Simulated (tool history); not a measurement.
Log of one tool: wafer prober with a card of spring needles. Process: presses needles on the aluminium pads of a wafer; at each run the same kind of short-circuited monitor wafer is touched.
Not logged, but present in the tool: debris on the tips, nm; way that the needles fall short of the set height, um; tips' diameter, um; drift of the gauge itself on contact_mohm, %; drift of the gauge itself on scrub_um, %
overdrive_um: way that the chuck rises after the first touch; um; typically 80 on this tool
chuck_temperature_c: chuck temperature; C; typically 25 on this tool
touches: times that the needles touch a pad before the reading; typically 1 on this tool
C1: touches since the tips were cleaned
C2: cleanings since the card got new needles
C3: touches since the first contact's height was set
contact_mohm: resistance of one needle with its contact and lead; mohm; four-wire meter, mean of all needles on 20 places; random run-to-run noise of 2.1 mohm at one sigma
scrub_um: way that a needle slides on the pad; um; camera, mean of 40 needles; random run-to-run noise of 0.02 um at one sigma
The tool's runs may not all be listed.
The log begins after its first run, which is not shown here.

-- hour=5.3 tips cleaned on abrasive film
run 2 hour=20.0 | overdrive_um=80 chuck_temperature_c=25 touches=1 | C1=5446 C2=35 C3=76443 | contact_mohm=319 scrub_um=10.19
-- hour=23.1 tips cleaned on abrasive film
run 3 hour=34.6 | overdrive_um=80 chuck_temperature_c=25 touches=1 | C1=4289 C2=36 C3=81842 | contact_mohm=314 scrub_um=10.19
-- hour=40.6 tips cleaned on abrasive film
-- hour=60.2 tips cleaned on abrasive film
run 4 hour=60.5 | overdrive_um=80 chuck_temperature_c=25 touches=1 | C1=109 C2=38 C3=91355 | contact_mohm=246 scrub_um=10.23
-- hour=79.2 tips cleaned on abrasive film
run 5 hour=82.0 | overdrive_um=80 chuck_temperature_c=25 touches=1 | C1=1061 C2=39 C3=99298 | contact_mohm=281 scrub_um=10.18
-- hour=97.1 tips cleaned on abrasive film
-- hour=115.1 tips cleaned on abrasive film
run 6 hour=115.8 | overdrive_um=80 chuck_temperature_c=25 touches=1 | C1=252 C2=41 C3=111752 | contact_mohm=249 scrub_um=10.16
-- hour=135.3 tips cleaned on abrasive film
run 7 hour=141.7 | overdrive_um=80 chuck_temperature_c=25 touches=1 | C1=2365 C2=42 C3=121305 | contact_mohm=295 scrub_um=10.14
-- hour=153.0 tips cleaned on abrasive film
run 8 hour=160.4 | overdrive_um=80 chuck_temperature_c=25 touches=1 | C1=2745 C2=43 C3=128191 | contact_mohm=309 scrub_um=10.14
-- hour=170.4 tips cleaned on abrasive film
run 9 hour=176.5 | overdrive_um=80 chuck_temperature_c=111 touches=1 | C1=2263 C2=44 C3=134154 | contact_mohm=309 scrub_um=10.15
-- hour=189.3 tips cleaned on abrasive film
-- hour=206.9 tips cleaned on abrasive film
run 10 hour=209.1 | overdrive_um=80 chuck_temperature_c=53 touches=1 | C1=818 C2=46 C3=146160 | contact_mohm=268 scrub_um=10.15
-- hour=224.9 tips cleaned on abrasive film
run 11 hour=224.9 | overdrive_um=80 chuck_temperature_c=53 touches=1 | C1=0 C2=47 C3=151975 | contact_mohm=243 scrub_um=10.13
-- hour=243.5 tips cleaned on abrasive film
run 12 hour=244.6 | overdrive_um=80 chuck_temperature_c=25 touches=1 | C1=414 C2=48 C3=159239 | contact_mohm=256 scrub_um=10.10
-- hour=261.5 tips cleaned on abrasive film
run 13 hour=266.9 | overdrive_um=80 chuck_temperature_c=25 touches=1 | C1=2018 C2=49 C3=167469 | contact_mohm=304 scrub_um=10.14
-- hour=281.1 tips cleaned on abrasive film
run 14 hour=283.3 | overdrive_um=80 chuck_temperature_c=25 touches=1 | C1=817 C2=50 C3=173520 | contact_mohm=265 scrub_um=10.13
run 15 hour=297.9 | overdrive_um=80 chuck_temperature_c=25 touches=1 | C1=6223 C2=50 C3=178926 | contact_mohm=324 scrub_um=10.14

For run 16, what comes out?
-- hour=300.5 tips cleaned on abrasive film
run 16 hour=315.0 | overdrive_um=74 chuck_temperature_c=25 touches=1 | C1=5390 C2=51 C3=185216 | contact_mohm=? scrub_um=?

{"run 16": {"contact_mohm": 338, "scrub_um": 9.36}}
Take away the tool's hidden state, keep the run-to-run variation as it was, and the same run would have given contact_mohm 232 mohm, scrub_um 9.52 um.
